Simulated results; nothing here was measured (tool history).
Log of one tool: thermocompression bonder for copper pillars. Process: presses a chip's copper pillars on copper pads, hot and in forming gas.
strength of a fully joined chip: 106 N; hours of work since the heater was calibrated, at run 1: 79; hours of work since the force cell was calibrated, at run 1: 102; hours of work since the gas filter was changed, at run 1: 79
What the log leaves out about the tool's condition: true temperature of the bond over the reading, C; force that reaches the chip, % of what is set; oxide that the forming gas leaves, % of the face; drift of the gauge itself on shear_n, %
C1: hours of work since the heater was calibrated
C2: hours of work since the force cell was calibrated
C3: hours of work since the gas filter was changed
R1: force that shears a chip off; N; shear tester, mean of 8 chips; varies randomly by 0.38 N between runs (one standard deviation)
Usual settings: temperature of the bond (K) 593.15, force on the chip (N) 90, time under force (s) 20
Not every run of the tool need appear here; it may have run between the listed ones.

{"run": 1, "hour": 0.0, "temperature of the bond (K)": 593.15, "force on the chip (N)": 90, "time under force (s)": 20, "C1": 79, "C2": 102, "C3": 79, "R1": 64.0}
{"run": 2, "hour": 6.7, "temperature of the bond (K)": 593.15, "force on the chip (N)": 90, "time under force (s)": 20, "C1": 84, "C2": 107, "C3": 84, "R1": 63.3}
{"run": 3, "hour": 12.0, "temperature of the bond (K)": 593.15, "force on the chip (N)": 90, "time under force (s)": 20, "C1": 88, "C2": 112, "C3": 88, "R1": 63.9}
{"run": 4, "hour": 17.5, "temperature of the bond (K)": 593.15, "force on the chip (N)": 79, "time under force (s)": 20, "C1": 93, "C2": 116, "C3": 93, "R1": 59.1}
{"run": 5, "hour": 28.7, "temperature of the bond (K)": 593.15, "force on the chip (N)": 79, "time under force (s)": 20, "C1": 102, "C2": 125, "C3": 102, "R1": 58.3}
{"run": 6, "hour": 33.7, "temperature of the bond (K)": 593.15, "force on the chip (N)": 79, "time under force (s)": 20, "C1": 106, "C2": 129, "C3": 106, "R1": 58.6}
{"run": 7, "hour": 40.5, "temperature of the bond (K)": 599.15, "force on the chip (N)": 90, "time under force (s)": 20, "C1": 111, "C2": 134, "C3": 111, "R1": 66.8}
{"run": 8, "hour": 51.8, "temperature of the bond (K)": 593.15, "force on the chip (N)": 62, "time under force (s)": 20, "C1": 120, "C2": 143, "C3": 120, "R1": 51.4}
{"run": 9, "hour": 60.0, "temperature of the bond (K)": 593.15, "force on the chip (N)": 85, "time under force (s)": 20, "C1": 126, "C2": 149, "C3": 126, "R1": 60.8}
{"run": 10, "hour": 68.4, "temperature of the bond (K)": 593.15, "force on the chip (N)": 63, "time under force (s)": 20, "C1": 133, "C2": 156, "C3": 133, "R1": 50.7}
{"run": 11, "hour": 73.5, "temperature of the bond (K)": 593.15, "force on the chip (N)": 63, "time under force (s)": 20, "C1": 137, "C2": 160, "C3": 137, "R1": 51.2}
{"run": 12, "hour": 78.8, "temperature of the bond (K)": 593.15, "force on the chip (N)": 90, "time under force (s)": 20, "C1": 141, "C2": 164, "C3": 141, "R1": 63.3}
{"run": 13, "hour": 84.6, "temperature of the bond (K)": 593.15, "force on the chip (N)": 90, "time under force (s)": 20, "C1": 146, "C2": 169, "C3": 146, "R1": 63.3}
{"run": 14, "hour": 91.0, "temperature of the bond (K)": 593.15, "force on the chip (N)": 90, "time under force (s)": 20, "C1": 151, "C2": 174, "C3": 151, "R1": 63.5}
{"run": 15, "hour": 96.5, "temperature of the bond (K)": 593.15, "force on the chip (N)": 90, "time under force (s)": 20, "C1": 155, "C2": 178, "C3": 155, "R1": 63.1}
{"run": 16, "hour": 104.9, "temperature of the bond (K)": 593.15, "force on the chip (N)": 90, "time under force (s)": 13, "C1": 162, "C2": 185, "C3": 162, "R1": 55.2}
{"run": 17, "hour": 115.6, "temperature of the bond (K)": 593.15, "force on the chip (N)": 90, "time under force (s)": 13, "C1": 170, "C2": 193, "C3": 170, "R1": 54.9}
{"run": 18, "hour": 126.0, "temperature of the bond (K)": 593.15, "force on the chip (N)": 90, "time under force (s)": 13, "C1": 178, "C2": 201, "C3": 178, "R1": 54.2}
{"run": 19, "hour": 131.8, "temperature of the bond (K)": 593.15, "force on the chip (N)": 90, "time under force (s)": 20, "C1": 183, "C2": 206, "C3": 183, "R1": 63.4}
{"run": 20, "hour": 142.0, "temperature of the bond (K)": 593.15, "force on the chip (N)": 58, "time under force (s)": 39, "C1": 191, "C2": 214, "C3": 191, "R1": 60.4}
{"run": 21, "hour": 152.9, "temperature of the bond (K)": 589.15, "force on the chip (N)": 90, "time under force (s)": 20, "C1": 199, "C2": 223, "C3": 199, "R1": 61.0}
{"run": 22, "hour": 163.7, "temperature of the bond (K)": 593.15, "force on the chip (N)": 67, "time under force (s)": 20, "C1": 208, "C2": 231, "C3": 208, "R1": 52.7}
{"run": 23, "hour": 169.6, "temperature of the bond (K)": 585.15, "force on the chip (N)": 111, "time under force (s)": 52, "C1": 212, "C2": 236, "C3": 212, "R1": 82.6}
{"run": 24, "hour": 174.5, "temperature of the bond (K)": 592.15, "force on the chip (N)": 67, "time under force (s)": 44, "C1": 216, "C2": 240, "C3": 216, "R1": 66.6}
{"run": 25, "hour": 184.8, "temperature of the bond (K)": 573.15, "force on the chip (N)": 60, "time under force (s)": 20, "C1": 224, "C2": 248, "C3": 224, "R1": 38.4}
{"run": 26, "hour": 195.1, "temperature of the bond (K)": 586.15, "force on the chip (N)": 115, "time under force (s)": 15, "C1": 233, "C2": 256, "C3": 233, "R1": 62.0}
{"run": 27, "hour": 199.8, "temperature of the bond (K)": 586.15, "force on the chip (N)": 115, "time under force (s)": 15, "C1": 236, "C2": 260, "C3": 236, "R1": 62.0}
{"run": 28, "hour": 210.7, "temperature of the bond (K)": 586.15, "force on the chip (N)": 115, "time under force (s)": 15, "C1": 245, "C2": 268, "C3": 245, "R1": 61.3}
{"run": 29, "hour": 219.1, "temperature of the bond (K)": 586.15, "force on the chip (N)": 85, "time under force (s)": 15, "C1": 252, "C2": 275, "C3": 252, "R1": 51.7}
{"run": 30, "hour": 229.7, "temperature of the bond (K)": 586.15, "force on the chip (N)": 77, "time under force (s)": 60, "C1": 260, "C2": 283, "C3": 260, "R1": 73.8}
{"run": 31, "hour": 235.2, "temperature of the bond (K)": 586.15, "force on the chip (N)": 125, "time under force (s)": 31, "C1": 264, "C2": 287, "C3": 264, "R1": 78.2}
{"run": 32, "hour": 241.1, "temperature of the bond (K)": 586.15, "force on the chip (N)": 72, "time under force (s)": 15, "C1": 269, "C2": 292, "C3": 269, "R1": 46.8}
{"run": 33, "hour": 246.9, "temperature of the bond (K)": 603.15, "force on the chip (N)": 90, "time under force (s)": 20, "C1": 273, "C2": 297, "C3": 273, "R1": 68.8}
{"run": 34, "hour": 252.7, "temperature of the bond (K)": 603.15, "force on the chip (N)": 90, "time under force (s)": 20, "C1": 278, "C2": 301, "C3": 278, "R1": 69.1}
{"run": 35, "hour": 262.7, "temperature of the bond (K)": 603.15, "force on the chip (N)": 90, "time under force (s)": 20, "C1": 286, "C2": 309, "C3": 286, "R1": 68.4}
{"run": 36, "hour": 270.2, "temperature of the bond (K)": 603.15, "force on the chip (N)": 90, "time under force (s)": 20, "C1": 292, "C2": 315, "C3": 292, "R1": 68.8}
{"run": 37, "hour": 275.3, "temperature of the bond (K)": 570.15, "force on the chip (N)": 90, "time under force (s)": 20, "C1": 296, "C2": 319, "C3": 296, "R1": 48.8}

What if the next run were any one of these 5? Each begins from the tool's condition after run 37:
{"run": "A", "hour": 284.0, "temperature of the bond (K)": 570.15, "force on the chip (N)": 90, "time under force (s)": 13, "C1": 303, "C2": 326, "C3": 303, "R1": "?"}
{"run": "B", "hour": 284.0, "temperature of the bond (K)": 570.15, "force on the chip (N)": 96, "time under force (s)": 20, "C1": 303, "C2": 326, "C3": 303, "R1": "?"}
{"run": "C", "hour": 284.0, "temperature of the bond (K)": 603.15, "force on the chip (N)": 62, "time under force (s)": 13, "C1": 303, "C2": 326, "C3": 303, "R1": "?"}
{"run": "D", "hour": 284.0, "temperature of the bond (K)": 570.15, "force on the chip (N)": 90, "time under force (s)": 53, "C1": 303, "C2": 326, "C3": 303, "R1": "?"}
{"run": "E", "hour": 284.0, "temperature of the bond (K)": 598.15, "force on the chip (N)": 98, "time under force (s)": 20, "C1": 303, "C2": 326, "C3": 303, "R1": "?"}

run=A R1=42.3
run=B R1=51.1
run=C R1=48.3
run=D R1=66.4
run=E R1=68.4
The same runs, with their run-to-run variation unchanged, on a tool lacking any hidden condition would have given:
run=A R1=42.7
run=B R1=51.8
run=C R1=49.1
run=D R1=67.7
run=E R1=69.9

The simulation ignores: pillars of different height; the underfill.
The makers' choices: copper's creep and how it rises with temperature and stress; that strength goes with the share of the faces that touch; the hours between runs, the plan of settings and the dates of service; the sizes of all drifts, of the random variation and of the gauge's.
